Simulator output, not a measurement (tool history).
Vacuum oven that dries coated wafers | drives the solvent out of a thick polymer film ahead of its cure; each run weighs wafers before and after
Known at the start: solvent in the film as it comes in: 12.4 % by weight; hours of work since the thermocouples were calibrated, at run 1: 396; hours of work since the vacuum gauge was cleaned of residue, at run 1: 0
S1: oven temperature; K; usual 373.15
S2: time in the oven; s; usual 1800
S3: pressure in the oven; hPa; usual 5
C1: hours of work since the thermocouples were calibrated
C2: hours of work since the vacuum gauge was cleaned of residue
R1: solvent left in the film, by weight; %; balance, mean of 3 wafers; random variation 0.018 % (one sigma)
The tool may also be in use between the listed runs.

run,day,S1,S2,S3,C1,C2,R1
1,0,373.15,1800,5,396,0,2.83
2,1.954,373.15,1800,5,432,36,2.82
3,4.862,373.15,1800,5,486,90,2.83
4,7.467,373.15,1800,9.57,534,138,2.98
5,8.946,380.15,1800,5,561,166,1.85
6,11.317,380.15,1800,5,605,209,1.86
7,14.375,380.15,1800,5,662,266,1.82
8,17.138,373.15,1800,5,713,317,2.81
9,20.717,373.15,1800,5,779,383,2.83
10,22.471,373.15,1020,5,811,416,4.88
11,24.321,373.15,1800,9.36,846,450,3
12,26.738,383.15,1800,5,890,495,1.5
13,29.792,384.15,1800,5,947,551,1.39
14,33.133,384.15,1800,5,1009,613,1.37
15,35.212,373.15,1800,12.43,1047,651,3.05
16,37.996,373.15,1260,8.11,1098,703,4.18
17,40.175,381.15,1260,5,1139,743,2.86
18,43.279,382.15,1440,9.41,1196,801,2.38
19,45.9,382.15,1440,3.19,1245,849,2.23
# day 48.104: oven's thermocouples calibrated
20,49.479,382.15,1440,3.19,25,914,2.25
21,51.112,382.15,1440,3.19,56,944,2.26
22,54.229,382.15,960,3.19,113,1002,3.68
23,56.688,382.15,960,3.19,159,1047,3.69
24,59.762,387.15,1800,5,216,1104,1.1
25,61.579,386.15,1680,5,249,1138,1.34
26,63.712,386.15,1680,5,289,1177,1.4
27,66.092,386.15,1680,5,333,1221,1.35
28,67.925,369.15,1500,7.74,367,1255,4.23

Forecast each of these 3 alternatives for the next run:
A,70.983,373.15,1560,5.67,423,1312,?
B,70.983,369.15,1500,2.77,423,1312,?
C,70.983,369.15,960,3.18,423,1312,?

run,R1
A,3.35
B,4.1
C,5.62
Without the tool's hidden state the same runs would have given:
run,R1
A,3.34
B,4.09
C,5.62
